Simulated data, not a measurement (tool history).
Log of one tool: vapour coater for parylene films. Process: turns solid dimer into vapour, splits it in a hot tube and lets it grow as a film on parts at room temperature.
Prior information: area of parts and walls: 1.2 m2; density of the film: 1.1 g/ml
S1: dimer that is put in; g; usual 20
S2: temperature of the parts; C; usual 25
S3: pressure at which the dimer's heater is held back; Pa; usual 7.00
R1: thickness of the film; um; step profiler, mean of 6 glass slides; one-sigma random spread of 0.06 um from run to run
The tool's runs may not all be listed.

{"run": 1, "hour": 0.0, "S1": 20, "S2": 25, "S3": 7.0, "R1": 9.61}
{"run": 2, "hour": 6.9, "S1": 20, "S2": 25, "S3": 7.0, "R1": 9.57}
{"run": 3, "hour": 13.4, "S1": 20, "S2": 21, "S3": 7.0, "R1": 11.49}
{"run": 4, "hour": 21.8, "S1": 20, "S2": 21, "S3": 7.0, "R1": 11.35}
{"run": 5, "hour": 32.2, "S1": 20, "S2": 21, "S3": 7.0, "R1": 11.34}
{"run": 6, "hour": 42.7, "S1": 20, "S2": 25, "S3": 6.57, "R1": 9.4}
{"run": 7, "hour": 50.2, "S1": 20, "S2": 25, "S3": 4.53, "R1": 9.92}
{"run": 8, "hour": 60.7, "S1": 20, "S2": 25, "S3": 7.0, "R1": 9.13}
{"run": 9, "hour": 74.9, "S1": 20, "S2": 25, "S3": 7.0, "R1": 9.12}
{"run": 10, "hour": 87.1, "S1": 20, "S2": 25, "S3": 7.0, "R1": 8.98}
{"run": 11, "hour": 102.5, "S1": 20, "S2": 25, "S3": 7.0, "R1": 8.97}
{"run": 12, "hour": 109.3, "S1": 16, "S2": 25, "S3": 7.0, "R1": 7.11}
{"run": 13, "hour": 116.6, "S1": 16, "S2": 25, "S3": 7.0, "R1": 7.08}
{"run": 14, "hour": 131.8, "S1": 16, "S2": 25, "S3": 7.0, "R1": 6.98}
{"run": 15, "hour": 146.4, "S1": 20, "S2": 25, "S3": 7.0, "R1": 8.69}
{"run": 16, "hour": 159.9, "S1": 20, "S2": 25, "S3": 7.0, "R1": 8.57}
{"run": 17, "hour": 170.6, "S1": 20, "S2": 25, "S3": 7.0, "R1": 8.52}
{"hour": 180.2, "done": "trap's valve overhauled"}
{"run": 18, "hour": 188.9, "S1": 20, "S2": 25, "S3": 7.0, "R1": 10.08}
{"run": 19, "hour": 195.4, "S1": 20, "S2": 25, "S3": 7.0, "R1": 9.99}
{"run": 20, "hour": 202.0, "S1": 20, "S2": 33, "S3": 7.0, "R1": 6.81}
{"run": 21, "hour": 209.5, "S1": 20, "S2": 25, "S3": 4.51, "R1": 10.39}
{"run": 22, "hour": 218.3, "S1": 20, "S2": 25, "S3": 7.0, "R1": 9.86}
{"run": 23, "hour": 225.3, "S1": 20, "S2": 25, "S3": 7.0, "R1": 9.76}
{"run": 24, "hour": 232.1, "S1": 20, "S2": 25, "S3": 7.0, "R1": 9.56}
{"run": 25, "hour": 239.0, "S1": 15, "S2": 17, "S3": 7.0, "R1": 10.37}
{"run": 26, "hour": 252.5, "S1": 27, "S2": 25, "S3": 11.57, "R1": 11.79}
{"run": 27, "hour": 266.7, "S1": 20, "S2": 25, "S3": 6.32, "R1": 9.42}
{"run": 28, "hour": 276.2, "S1": 9, "S2": 25, "S3": 8.98, "R1": 4.06}
{"run": 29, "hour": 287.3, "S1": 21, "S2": 25, "S3": 7.0, "R1": 9.86}
{"run": 30, "hour": 299.1, "S1": 9, "S2": 24, "S3": 5.94, "R1": 4.44}
{"run": 31, "hour": 313.8, "S1": 23, "S2": 17, "S3": 3.0, "R1": 15.49}
{"run": 32, "hour": 324.0, "S1": 11, "S2": 26, "S3": 4.79, "R1": 5.06}
{"run": 33, "hour": 338.1, "S1": 11, "S2": 26, "S3": 4.79, "R1": 4.99}
{"run": 34, "hour": 352.3, "S1": 11, "S2": 26, "S3": 4.79, "R1": 4.98}
{"run": 35, "hour": 363.8, "S1": 9, "S2": 31, "S3": 11.72, "R1": 2.75}
{"run": 36, "hour": 374.6, "S1": 9, "S2": 31, "S3": 11.72, "R1": 2.78}
{"run": 37, "hour": 388.2, "S1": 25, "S2": 37, "S3": 11.06, "R1": 5.75}
{"run": 38, "hour": 399.6, "S1": 24, "S2": 29, "S3": 7.56, "R1": 8.47}
{"hour": 412.0, "done": "trap's valve overhauled"}
{"run": 39, "hour": 419.2, "S1": 14, "S2": 29, "S3": 7.56, "R1": 5.77}
{"run": 40, "hour": 428.7, "S1": 14, "S2": 29, "S3": 7.56, "R1": 5.66}
{"run": 41, "hour": 444.0, "S1": 18, "S2": 29, "S3": 6.54, "R1": 7.51}
{"run": 42, "hour": 455.0, "S1": 18, "S2": 29, "S3": 6.54, "R1": 7.37}
{"run": 43, "hour": 464.5, "S1": 18, "S2": 29, "S3": 6.54, "R1": 7.28}
{"run": 44, "hour": 478.1, "S1": 23, "S2": 27, "S3": 7.0, "R1": 10.08}
{"run": 45, "hour": 486.9, "S1": 14, "S2": 30, "S3": 3.13, "R1": 6.04}
{"run": 46, "hour": 498.7, "S1": 9, "S2": 30, "S3": 3.13, "R1": 3.85}

Each row is a separate what-if for the run after 46, all from the same tool condition, not one after another. Results?
{"run": "A", "hour": 514.1, "S1": 32, "S2": 25, "S3": 7.0, "R1": "?"}
{"run": "B", "hour": 514.1, "S1": 20, "S2": 32, "S3": 7.0, "R1": "?"}
{"run": "C", "hour": 514.1, "S1": 12, "S2": 32, "S3": 2.66, "R1": "?"}
{"run": "D", "hour": 514.1, "S1": 9, "S2": 20, "S3": 4.81, "R1": "?"}
{"run": "E", "hour": 514.1, "S1": 33, "S2": 24, "S3": 2.99, "R1": "?"}

run=A R1=15.11
run=B R1=6.79
run=C R1=4.79
run=D R1=5.74
run=E R1=18.69
Without the tool's hidden state the same runs would have given:
run=A R1=16.00
run=B R1=7.20
run=C R1=5.08
run=D R1=6.08
run=E R1=19.80
